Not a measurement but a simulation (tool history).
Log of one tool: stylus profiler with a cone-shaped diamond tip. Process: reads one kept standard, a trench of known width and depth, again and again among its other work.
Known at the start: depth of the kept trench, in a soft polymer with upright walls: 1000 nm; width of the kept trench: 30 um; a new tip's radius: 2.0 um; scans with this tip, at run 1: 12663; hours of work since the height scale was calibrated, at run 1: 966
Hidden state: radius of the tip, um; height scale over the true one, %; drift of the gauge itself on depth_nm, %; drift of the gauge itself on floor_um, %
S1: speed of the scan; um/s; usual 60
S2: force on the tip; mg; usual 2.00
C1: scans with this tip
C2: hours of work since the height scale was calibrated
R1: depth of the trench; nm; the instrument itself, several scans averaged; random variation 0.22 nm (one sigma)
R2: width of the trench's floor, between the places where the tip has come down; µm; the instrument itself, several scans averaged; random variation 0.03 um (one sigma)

Run 1, hour 0.0: usual settings; C1 12663; C2 966. Result: R1 1002.30 nm, R2 24.07 µm.
Run 2, hour 82.6: usual settings but S2 2.08 mg; C1 12888; C2 1020. Result: R1 1002.31 nm, R2 24.01 µm.
Run 3, hour 191.2: usual settings but S1 36 um/s; C1 13184; C2 1091. Result: R1 1002.05 nm, R2 24.14 µm.
Run 4, hour 264.2: usual settings but S1 36 um/s; C1 13383; C2 1138. Result: R1 1002.00 nm, R2 24.08 µm.
Run 5, hour 333.8: usual settings but S1 36 um/s; C1 13572; C2 1183. Result: R1 1001.99 nm, R2 24.02 µm.
Run 6, hour 416.9: usual settings but S1 36 um/s; C1 13799; C2 1237. Result: R1 1001.85 nm, R2 24.03 µm.
Run 7, hour 498.4: usual settings but S1 36 um/s; C1 14021; C2 1290. Result: R1 1001.92 nm, R2 23.99 µm.
Run 8, hour 616.8: usual settings; C1 14343; C2 1367. Result: R1 1001.52 nm, R2 23.86 µm.
Run 9, hour 692.0: usual settings; C1 14548; C2 1416. Result: R1 1001.55 nm, R2 23.78 µm.
At hour 722.1: new tip fitted, height scale calibrated.
Run 10, hour 829.2: usual settings; C1 292; C2 70. Result: R1 1005.34 nm, R2 26.14 µm.
Run 11, hour 924.1: usual settings; C1 551; C2 131. Result: R1 1004.84 nm, R2 26.09 µm.
Run 12, hour 1016.9: usual settings; C1 803; C2 191. Result: R1 1004.17 nm, R2 26.02 µm.
Run 13, hour 1121.5: usual settings but S2 4.58 mg; C1 1088; C2 259. Result: R1 1007.81 nm, R2 26.04 µm.
Run 14, hour 1235.3: usual settings but S2 4.58 mg; C1 1398; C2 333. Result: R1 1007.66 nm, R2 25.99 µm.
Run 15, hour 1336.9: usual settings but S2 1.13 mg; C1 1675; C2 399. Result: R1 1002.47 nm, R2 25.73 µm.
Run 16, hour 1398.2: usual settings; C1 1841; C2 439. Result: R1 1003.66 nm, R2 25.80 µm.
Run 17, hour 1504.7: usual settings but S1 49 um/s; C1 2131; C2 508. Result: R1 1003.72 nm, R2 25.80 µm.
Run 18, hour 1640.2: usual settings but S1 49 um/s; C1 2500; C2 596. Result: R1 1003.60 nm, R2 25.66 µm.
Run 19, hour 1738.4: usual settings but S1 49 um/s; C1 2768; C2 660. Result: R1 1002.96 nm, R2 25.71 µm.
Run 20, hour 1872.0: usual settings but S1 49 um/s; C1 3132; C2 747. Result: R1 1002.76 nm, R2 25.58 µm.
Run 21, hour 2007.4: usual settings but S1 49 um/s; C1 3500; C2 835. Result: R1 1002.93 nm, R2 25.47 µm.
Run 22, hour 2071.0: usual settings but S1 49 um/s, S2 3.03 mg; C1 3674; C2 876. Result: R1 1004.02 nm, R2 25.52 µm.
Run 23, hour 2162.4: usual settings but S1 49 um/s, S2 3.62 mg; C1 3923; C2 935. Result: R1 1004.48 nm, R2 25.51 µm.
Run 24, hour 2240.2: usual settings but S1 49 um/s, S2 3.62 mg; C1 4134; C2 986. Result: R1 1004.38 nm, R2 25.53 µm.
Run 25, hour 2349.2: usual settings but S2 0.83 mg; C1 4431; C2 1057. Result: R1 999.89 nm, R2 25.14 µm.
Run 26, hour 2485.2: usual settings but S1 16 um/s, S2 2.79 mg; C1 4802; C2 1145. Result: R1 1002.40 nm, R2 25.51 µm.
Run 27, hour 2560.8: usual settings but S1 116 um/s, S2 1.40 mg; C1 5007; C2 1194. Result: R1 1000.43 nm, R2 24.73 µm.
Run 28, hour 2632.4: usual settings but S1 19 um/s, S2 2.90 mg; C1 5202; C2 1241. Result: R1 1002.83 nm, R2 25.41 µm.
Run 29, hour 2723.8: usual settings but S1 74 um/s, S2 2.24 mg; C1 5451; C2 1300. Result: R1 1001.35 nm, R2 25.09 µm.
Run 30, hour 2805.0: usual settings but S1 123 um/s, S2 2.89 mg; C1 5672; C2 1353. Result: R1 1002.21 nm, R2 24.91 µm.
Run 31, hour 2944.8: usual settings but S1 65 um/s, S2 4.05 mg; C1 6053; C2 1443. Result: R1 1003.65 nm, R2 25.06 µm.
Run 32, hour 3010.7: usual settings but S1 65 um/s, S2 4.05 mg; C1 6233; C2 1486. Result: R1 1003.68 nm, R2 25.06 µm.
Run 33, hour 3068.0: usual settings but S1 65 um/s, S2 4.05 mg; C1 6389; C2 1523. Result: R1 1003.63 nm, R2 25.05 µm.
Run 34, hour 3153.8: usual settings but S1 65 um/s, S2 4.05 mg; C1 6622; C2 1579. Result: R1 1002.92 nm, R2 24.98 µm.
Run 35, hour 3225.4: usual settings but S1 225 um/s, S2 2.88 mg; C1 6817; C2 1626. Result: R1 1001.61 nm, R2 24.20 µm.
Run 36, hour 3305.5: usual settings but S1 71 um/s, S2 4.24 mg; C1 7035; C2 1678. Result: R1 1002.95 nm, R2 24.86 µm.
Run 37, hour 3378.2: usual settings but S1 142 um/s, S2 4.10 mg; C1 7233; C2 1725. Result: R1 1003.23 nm, R2 24.59 µm.
Run 38, hour 3439.4: usual settings but S1 189 um/s, S2 3.58 mg; C1 7400; C2 1765. Result: R1 1001.82 nm, R2 24.33 µm.
Run 39, hour 3534.4: usual settings but S1 189 um/s, S2 3.58 mg; C1 7659; C2 1826. Result: R1 1001.78 nm, R2 24.30 µm.
Run 40, hour 3673.6: usual settings but S1 234 um/s, S2 3.58 mg; C1 8038; C2 1917. Result: R1 1001.07 nm, R2 24.11 µm.
Run 41, hour 3795.2: usual settings but S1 234 um/s, S2 0.72 mg; C1 8369; C2 1996. Result: R1 997.07 nm, R2 22.91 µm.
At hour 3842.7: height scale calibrated on a step standard.
Run 42, hour 3921.8: usual settings but S1 15 um/s, S2 1.50 mg; C1 8712; C2 51. Result: R1 1003.61 nm, R2 24.77 µm.
Run 43, hour 3999.8: usual settings but S1 15 um/s, S2 1.50 mg; C1 8925; C2 102. Result: R1 1003.55 nm, R2 24.72 µm.
Run 44, hour 4117.4: usual settings but S1 15 um/s, S2 1.50 mg; C1 9245; C2 178. Result: R1 1003.37 nm, R2 24.73 µm.
Run 45, hour 4203.8: usual settings but S1 15 um/s, S2 1.50 mg; C1 9480; C2 235. Result: R1 1003.36 nm, R2 24.73 µm.
Run 46, hour 4315.0: usual settings but S1 15 um/s, S2 1.50 mg; C1 9783; C2 307. Result: R1 1003.04 nm, R2 24.65 µm.

4 ways to go on from here, each from the tool as it stands after run 46. What would each give?
Run A, hour 4431.8: usual settings but S1 51 um/s, S2 1.50 mg; C1 10101; C2 383. Result: R1 ?, R2 ?.
Run B, hour 4431.8: usual settings but S1 36 um/s, S2 1.45 mg; C1 10101; C2 383. Result: R1 ?, R2 ?.
Run C, hour 4431.8: usual settings but S1 18 um/s, S2 5.48 mg; C1 10101; C2 383. Result: R1 ?, R2 ?.
Run D, hour 4431.8: usual settings but S1 18 um/s, S2 2.80 mg; C1 10101; C2 383. Result: R1 ?, R2 ?.

run       R1     R2
  A  1002.68  24.40
  B  1002.75  24.47
  C  1008.19  24.66
  D  1004.71  24.56
Without the tool's hidden state the same runs would have given:
run       R1     R2
  A  1003.70  26.26
  B  1003.77  26.33
  C  1009.21  26.52
  D  1005.72  26.42

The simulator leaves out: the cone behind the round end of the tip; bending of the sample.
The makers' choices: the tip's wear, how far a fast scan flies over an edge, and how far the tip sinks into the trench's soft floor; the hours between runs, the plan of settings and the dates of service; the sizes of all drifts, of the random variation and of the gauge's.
